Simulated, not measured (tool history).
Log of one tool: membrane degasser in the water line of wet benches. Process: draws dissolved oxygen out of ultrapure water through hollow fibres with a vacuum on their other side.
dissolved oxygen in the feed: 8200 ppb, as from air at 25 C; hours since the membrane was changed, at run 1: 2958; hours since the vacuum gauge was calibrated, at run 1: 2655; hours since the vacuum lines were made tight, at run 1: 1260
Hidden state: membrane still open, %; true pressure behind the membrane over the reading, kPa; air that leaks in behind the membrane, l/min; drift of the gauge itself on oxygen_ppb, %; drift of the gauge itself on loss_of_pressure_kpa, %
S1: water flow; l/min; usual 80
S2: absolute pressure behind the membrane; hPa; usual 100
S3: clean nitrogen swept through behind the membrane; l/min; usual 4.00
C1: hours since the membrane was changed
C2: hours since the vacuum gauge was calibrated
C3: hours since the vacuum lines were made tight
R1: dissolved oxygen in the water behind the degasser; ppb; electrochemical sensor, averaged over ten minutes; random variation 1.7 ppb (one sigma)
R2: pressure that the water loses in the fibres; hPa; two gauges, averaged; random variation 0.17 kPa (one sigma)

run 1 hour=0.0 | S1=80 S2=100 S3=4.00 | C1=2958 C2=2655 C3=1260 | R1=313.5 R2=285.6
run 2 hour=87.6 | S1=80 S2=100 S3=4.00 | C1=3046 C2=2742 C3=1348 | R1=313.3 R2=288.5
run 3 hour=132.9 | S1=80 S2=214 S3=4.00 | C1=3091 C2=2788 C3=1393 | R1=762.3 R2=284.6
run 4 hour=198.8 | S1=80 S2=100 S3=4.00 | C1=3157 C2=2854 C3=1459 | R1=314.7 R2=284.6
run 5 hour=285.9 | S1=80 S2=100 S3=2.22 | C1=3244 C2=2941 C3=1546 | R1=495.9 R2=283.2
run 6 hour=373.2 | S1=80 S2=100 S3=2.22 | C1=3332 C2=3028 C3=1633 | R1=496.4 R2=284.5
run 7 hour=421.8 | S1=80 S2=100 S3=2.22 | C1=3380 C2=3077 C3=1682 | R1=493.4 R2=285.0
run 8 hour=462.5 | S1=80 S2=100 S3=2.22 | C1=3421 C2=3117 C3=1722 | R1=494.2 R2=284.6
run 9 hour=523.5 | S1=80 S2=100 S3=2.22 | C1=3482 C2=3178 C3=1784 | R1=492.8 R2=285.3
run 10 hour=606.3 | S1=80 S2=100 S3=4.00 | C1=3565 C2=3261 C3=1866 | R1=309.7 R2=284.9
run 11 hour=654.3 | S1=80 S2=100 S3=1.67 | C1=3613 C2=3309 C3=1914 | R1=603.2 R2=285.3
run 12 hour=744.7 | S1=80 S2=100 S3=1.67 | C1=3703 C2=3399 C3=2005 | R1=605.9 R2=283.9
run 13 hour=793.3 | S1=80 S2=100 S3=1.67 | C1=3752 C2=3448 C3=2053 | R1=605.6 R2=286.1
run 14 hour=834.4 | S1=80 S2=100 S3=1.67 | C1=3793 C2=3489 C3=2094 | R1=602.5 R2=290.5
run 15 hour=918.8 | S1=80 S2=100 S3=1.67 | C1=3877 C2=3574 C3=2179 | R1=603.0 R2=286.5
run 16 hour=958.5 | S1=80 S2=100 S3=1.67 | C1=3917 C2=3613 C3=2219 | R1=603.7 R2=284.7
run 17 hour=1029.2 | S1=80 S2=127 S3=6.52 | C1=3988 C2=3684 C3=2289 | R1=279.7 R2=285.0
run 18 hour=1095.8 | S1=120 S2=139 S3=8.54 | C1=4054 C2=3751 C3=2356 | R1=373.0 R2=425.8
run 19 hour=1171.8 | S1=120 S2=139 S3=9.58 | C1=4130 C2=3827 C3=2432 | R1=341.1 R2=426.1
run 20 hour=1209.6 | S1=120 S2=139 S3=9.58 | C1=4168 C2=3864 C3=2470 | R1=338.2 R2=427.5
run 21 hour=1287.9 | S1=78 S2=67 S3=4.00 | C1=4246 C2=3943 C3=2548 | R1=166.1 R2=276.6
run 22 hour=1355.8 | S1=56 S2=100 S3=4.00 | C1=4314 C2=4011 C3=2616 | R1=220.5 R2=196.9
run 23 hour=1418.2 | S1=57 S2=100 S3=3.16 | C1=4377 C2=4073 C3=2678 | R1=271.4 R2=202.1
run 24 hour=1499.7 | S1=88 S2=187 S3=2.16 | C1=4458 C2=4154 C3=2760 | R1=1114.8 R2=315.8
run 25 hour=1537.5 | S1=88 S2=187 S3=2.16 | C1=4496 C2=4192 C3=2797 | R1=1114.4 R2=312.1
run 26 hour=1578.7 | S1=88 S2=187 S3=2.16 | C1=4537 C2=4233 C3=2839 | R1=1112.6 R2=314.2
run 27 hour=1655.9 | S1=88 S2=187 S3=2.16 | C1=4614 C2=4311 C3=2916 | R1=1110.9 R2=313.7
run 28 hour=1742.8 | S1=78 S2=211 S3=4.00 | C1=4701 C2=4398 C3=3003 | R1=713.5 R2=277.5
run 29 hour=1792.0 | S1=75 S2=211 S3=4.00 | C1=4750 C2=4447 C3=3052 | R1=688.6 R2=265.4
run 30 hour=1871.8 | S1=76 S2=211 S3=4.00 | C1=4830 C2=4527 C3=3132 | R1=699.7 R2=271.9
run 31 hour=1915.4 | S1=76 S2=211 S3=4.00 | C1=4874 C2=4570 C3=3175 | R1=702.1 R2=269.9
run 32 hour=1982.6 | S1=76 S2=211 S3=4.00 | C1=4941 C2=4637 C3=3243 | R1=700.9 R2=270.1

The same runs without the tool's hidden state, with the same run-to-run variation:
run=1 R1=313.3
run=2 R1=313.4
run=3 R1=763.5
run=4 R1=315.3
run=5 R1=497.6
run=6 R1=498.7
run=7 R1=496.0
run=8 R1=497.1
run=9 R1=496.1
run=10 R1=312.2
run=11 R1=608.4
run=12 R1=611.9
run=13 R1=611.9
run=14 R1=609.2
run=15 R1=610.4
run=16 R1=611.5
run=17 R1=283.5
run=18 R1=378.5
run=19 R1=346.5
run=20 R1=343.8
run=21 R1=168.8
run=22 R1=224.5
run=23 R1=276.6
run=24 R1=1138.2
run=25 R1=1138.5
run=26 R1=1137.3
run=27 R1=1136.8
run=28 R1=731.0
run=29 R1=706.0
run=30 R1=718.2
run=31 R1=721.2
run=32 R1=720.6
R2: within 0.3 hPa of the measured result in every run.
